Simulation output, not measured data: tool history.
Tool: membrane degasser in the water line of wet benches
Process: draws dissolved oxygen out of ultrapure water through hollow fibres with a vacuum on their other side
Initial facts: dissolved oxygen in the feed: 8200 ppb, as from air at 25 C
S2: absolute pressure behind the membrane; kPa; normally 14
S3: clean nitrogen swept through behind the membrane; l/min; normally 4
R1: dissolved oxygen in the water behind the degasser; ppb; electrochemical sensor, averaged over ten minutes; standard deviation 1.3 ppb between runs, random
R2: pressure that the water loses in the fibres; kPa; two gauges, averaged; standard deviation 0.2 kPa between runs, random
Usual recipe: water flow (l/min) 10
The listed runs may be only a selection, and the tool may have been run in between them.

run 1 hour=0 | water_flow_(l/min)=10 S2=14 S3=4 | R1=130.6 R2=43
run 2 hour=49.2 | water_flow_(l/min)=10 S2=14 S3=2.18 | R1=182.5 R2=43.11
run 3 hour=77.6 | water_flow_(l/min)=10 S2=14 S3=2.18 | R1=181.2 R2=43.15
-- hour=114.3 seals of the vacuum lines changed
run 4 hour=133.1 | water_flow_(l/min)=13 S2=14 S3=2.18 | R1=284.1 R2=55.66
run 5 hour=179.6 | water_flow_(l/min)=10 S2=9 S3=4 | R1=99.4 R2=42.75
run 6 hour=210.1 | water_flow_(l/min)=10 S2=9 S3=4 | R1=98.9 R2=42.89
run 7 hour=237.7 | water_flow_(l/min)=10 S2=9 S3=4 | R1=100.8 R2=42.75
run 8 hour=286.4 | water_flow_(l/min)=10 S2=14 S3=4 | R1=132.4 R2=42.73
run 9 hour=315.6 | water_flow_(l/min)=10 S2=14 S3=4 | R1=128.5 R2=42.72
run 10 hour=350 | water_flow_(l/min)=10 S2=14 S3=4 | R1=128.4 R2=42.55
run 11 hour=385.4 | water_flow_(l/min)=8 S2=14 S3=4 | R1=84.1 R2=34.19
run 12 hour=434.5 | water_flow_(l/min)=8 S2=14 S3=4 | R1=82.2 R2=34.19
run 13 hour=489.4 | water_flow_(l/min)=8 S2=14 S3=4 | R1=82.4 R2=34.16
run 14 hour=527.3 | water_flow_(l/min)=10 S2=14 S3=4 | R1=127.2 R2=42.28
run 15 hour=551.8 | water_flow_(l/min)=10 S2=14 S3=4 | R1=130.2 R2=42.98
run 16 hour=602.4 | water_flow_(l/min)=9 S2=14 S3=4 | R1=106 R2=38.06
run 17 hour=647.9 | water_flow_(l/min)=8 S2=19.6 S3=4 | R1=108.9 R2=33.81
run 18 hour=688.5 | water_flow_(l/min)=7 S2=9.1 S3=6.12 | R1=34.7 R2=29.34
run 19 hour=737.3 | water_flow_(l/min)=8 S2=14 S3=1.73 | R1=148.8 R2=33.81
run 20 hour=785.2 | water_flow_(l/min)=8 S2=14 S3=1.73 | R1=147.8 R2=33.56
run 21 hour=839.6 | water_flow_(l/min)=9 S2=14 S3=4 | R1=103.6 R2=37.86
run 22 hour=882.4 | water_flow_(l/min)=10 S2=34.9 S3=4 | R1=250.7 R2=41.75
-- hour=908.6 gauge calibrated
run 23 hour=931.8 | water_flow_(l/min)=10 S2=34.9 S3=4 | R1=251.1 R2=42.79
run 24 hour=959.2 | water_flow_(l/min)=15 S2=14 S3=4 | R1=293 R2=64.22
run 25 hour=1014.5 | water_flow_(l/min)=10 S2=11 S3=7.66 | R1=90.2 R2=42.9
run 26 hour=1046.1 | water_flow_(l/min)=10 S2=11 S3=7.66 | R1=89.5 R2=42.83
run 27 hour=1088.9 | water_flow_(l/min)=10 S2=21.4 S3=4 | R1=176.1 R2=43.07
run 28 hour=1114.8 | water_flow_(l/min)=10 S2=21.4 S3=4 | R1=172.9 R2=42.72
run 29 hour=1168.5 | water_flow_(l/min)=10 S2=28.6 S3=4 | R1=216.7 R2=43.2
run 30 hour=1199.5 | water_flow_(l/min)=11 S2=20.1 S3=2.48 | R1=264.1 R2=47.11
run 31 hour=1242.3 | water_flow_(l/min)=11 S2=20.1 S3=2.48 | R1=263.9 R2=46.66

Branching from run 31: 5 alternative next runs. What would each branch give?
run A hour=1290.7 | water_flow_(l/min)=11 S2=34.7 S3=4.71 | R1=? R2=?
run B hour=1290.7 | water_flow_(l/min)=15 S2=20.1 S3=2.48 | R1=? R2=?
run C hour=1290.7 | water_flow_(l/min)=6 S2=30.9 S3=2.78 | R1=? R2=?
run D hour=1290.7 | water_flow_(l/min)=11 S2=20.1 S3=6.28 | R1=? R2=?
run E hour=1290.7 | water_flow_(l/min)=6 S2=14 S3=2.12 | R1=? R2=?

run=A R1=260.7 R2=46.97
run=B R1=433 R2=64.29
run=C R1=153.8 R2=25.44
run=D R1=155.7 R2=46.67
run=E R1=84.3 R2=25.4
With no hidden state in the tool, these same runs would have given:
run=A R1=260.6 R2=47.5
run=B R1=432.7 R2=65.01
run=C R1=153.7 R2=25.73
run=D R1=155.5 R2=47.2
run=E R1=84.3 R2=25.69

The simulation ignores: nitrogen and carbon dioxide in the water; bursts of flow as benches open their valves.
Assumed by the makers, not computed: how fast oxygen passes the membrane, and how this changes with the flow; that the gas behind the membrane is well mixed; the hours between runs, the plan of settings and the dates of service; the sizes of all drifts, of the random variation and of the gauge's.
